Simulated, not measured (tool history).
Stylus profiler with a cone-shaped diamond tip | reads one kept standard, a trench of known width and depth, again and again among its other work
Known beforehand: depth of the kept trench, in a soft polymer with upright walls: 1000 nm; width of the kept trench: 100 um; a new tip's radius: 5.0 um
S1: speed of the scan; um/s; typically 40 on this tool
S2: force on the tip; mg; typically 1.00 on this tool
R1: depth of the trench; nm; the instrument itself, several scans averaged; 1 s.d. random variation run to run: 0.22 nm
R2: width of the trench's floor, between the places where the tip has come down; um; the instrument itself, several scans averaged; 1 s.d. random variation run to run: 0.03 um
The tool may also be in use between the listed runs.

| run | day | S1 | S2 | R1 | R2 |
|---|---|---|---|---|---|
| 1 | 0.000 | 40 | 1.00 | 1003.05 | 93.81 |
| 2 | 1.742 | 40 | 1.00 | 1003.06 | 93.80 |
| 3 | 3.108 | 40 | 1.00 | 1003.32 | 93.79 |
| 4 | 4.129 | 109 | 1.00 | 1002.90 | 93.43 |
| 5 | 6.200 | 40 | 1.00 | 1003.12 | 93.79 |
| 6 | 7.771 | 40 | 1.00 | 1003.56 | 93.86 |
| 7 | 8.750 | 40 | 0.75 | 1002.84 | 93.69 |
| 8 | 10.046 | 40 | 0.75 | 1002.57 | 93.78 |
| 9 | 11.038 | 40 | 1.00 | 1002.97 | 93.73 |
| 10 | 13.162 | 40 | 1.00 | 1003.40 | 93.72 |
| 11 | 14.183 | 40 | 1.00 | 1003.13 | 93.74 |
| 12 | 15.262 | 40 | 1.00 | 1002.95 | 93.73 |
| 13 | 16.704 | 40 | 1.00 | 1003.08 | 93.78 |
| 14 | 17.821 | 40 | 1.00 | 1002.62 | 93.74 |
| 15 | 19.525 | 40 | 1.00 | 1002.80 | 93.75 |
| 16 | 21.183 | 40 | 1.00 | 1002.96 | 93.81 |
| 17 | 23.229 | 40 | 1.00 | 1003.04 | 93.77 |
| 18 | 24.950 | 40 | 1.00 | 1002.86 | 93.81 |
| 19 | 26.083 | 40 | 1.00 | 1002.79 | 93.75 |
| 20 | 27.346 | 40 | 1.00 | 1003.50 | 93.77 |
| 21 | 28.779 | 40 | 0.46 | 1001.68 | 93.62 |
| 22 | 29.888 | 40 | 1.00 | 1003.34 | 93.78 |
| 23 | 32.021 | 40 | 1.00 | 1002.54 | 93.76 |
| 24 | 33.683 | 40 | 1.00 | 1003.26 | 93.75 |
| 25 | 34.550 | 40 | 1.82 | 1004.38 | 93.83 |
| 26 | 35.771 | 34 | 1.68 | 1004.24 | 93.88 |
| 27 | 37.046 | 78 | 2.81 | 1006.07 | 93.72 |
| 28 | 37.979 | 78 | 2.81 | 1005.99 | 93.71 |
| 29 | 39.779 | 78 | 2.81 | 1006.04 | 93.76 |
| 30 | 40.825 | 40 | 1.32 | 1003.61 | 93.82 |
| 31 | 42.571 | 40 | 1.32 | 1003.56 | 93.81 |
| 32 | 44.629 | 44 | 1.08 | 1003.02 | 93.73 |
| 33 | 46.412 | 70 | 1.08 | 1003.18 | 93.61 |
| 34 | 47.354 | 10 | 1.36 | 1003.74 | 93.91 |
| 35 | 49.217 | 33 | 0.37 | 1001.98 | 93.68 |
| 36 | 50.383 | 84 | 0.40 | 1001.83 | 93.23 |
| 37 | 51.275 | 14 | 0.45 | 1002.10 | 93.83 |
| 38 | 52.617 | 158 | 1.76 | 1005.06 | 93.28 |
| 39 | 54.229 | 29 | 1.42 | 1003.77 | 93.85 |
| 40 | 55.750 | 40 | 1.69 | 1004.57 | 93.83 |
| 41 | 57.275 | 11 | 2.27 | 1004.85 | 93.93 |
| 42 | 58.154 | 77 | 1.44 | 1003.86 | 93.57 |
| 43 | 59.321 | 77 | 1.44 | 1004.33 | 93.56 |
| 44 | 60.596 | 77 | 1.44 | 1004.28 | 93.60 |
| 45 | 62.050 | 77 | 1.44 | 1003.76 | 93.60 |
| 46 | 63.329 | 69 | 0.71 | 1002.62 | 93.48 |

Removed from this log: 1 entry logged between the listed runs. Between which two listed runs does each belong, and how does the tool's hidden state at the listed run before it compare with that at the listed run after it?
After run 43, before run 44: height scale calibrated on a step standard (day 60.258)
  height scale over the true one, %: -0.007 -> 0

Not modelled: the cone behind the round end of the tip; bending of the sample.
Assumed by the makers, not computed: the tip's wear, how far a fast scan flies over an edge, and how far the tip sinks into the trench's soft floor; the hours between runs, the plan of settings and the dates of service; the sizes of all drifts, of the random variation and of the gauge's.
